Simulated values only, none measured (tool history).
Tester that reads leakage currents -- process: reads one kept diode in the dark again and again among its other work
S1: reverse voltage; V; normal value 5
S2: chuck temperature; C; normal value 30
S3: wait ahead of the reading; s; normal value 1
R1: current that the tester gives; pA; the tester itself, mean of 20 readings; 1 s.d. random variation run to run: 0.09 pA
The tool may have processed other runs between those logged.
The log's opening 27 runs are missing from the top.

run,hour,S1,S2,S3,R1
28,1166.1,11.36,55,2.78,220.4
29,1190.3,4.39,27,0.76,24.37
# hour 1197.3: tester calibrated
30,1240.3,12.85,47,1.58,154.13
31,1276.5,12.85,47,1.16,155.61
32,1304.3,1.45,20,3.01,7.52
33,1346.3,1.2,57,1,72.38
34,1383.3,1.2,57,1,72.47
35,1432.1,1.2,57,1,73.22
36,1486.5,1.2,57,1,73.36
37,1523.2,9.85,33,0.39,67.56
38,1550.7,9.85,25,1.84,39.51
# hour 1598.2: chuck's temperature calibrated
39,1606.3,9.85,25,0.6,40.31

Branching from run 39: 4 alternative next runs. What would each branch give?
A,1653.5,5,49,1,?
B,1653.5,10.44,37,8.33,?
C,1653.5,9.85,25,1.21,?
D,1653.5,3.22,25,4.91,?

run,R1
A,94.01
B,70.65
C,37.57
D,16.44
With no hidden state in the tool, these same runs would have given:
run,R1
A,87.8
B,58.3
C,26.16
D,12.65
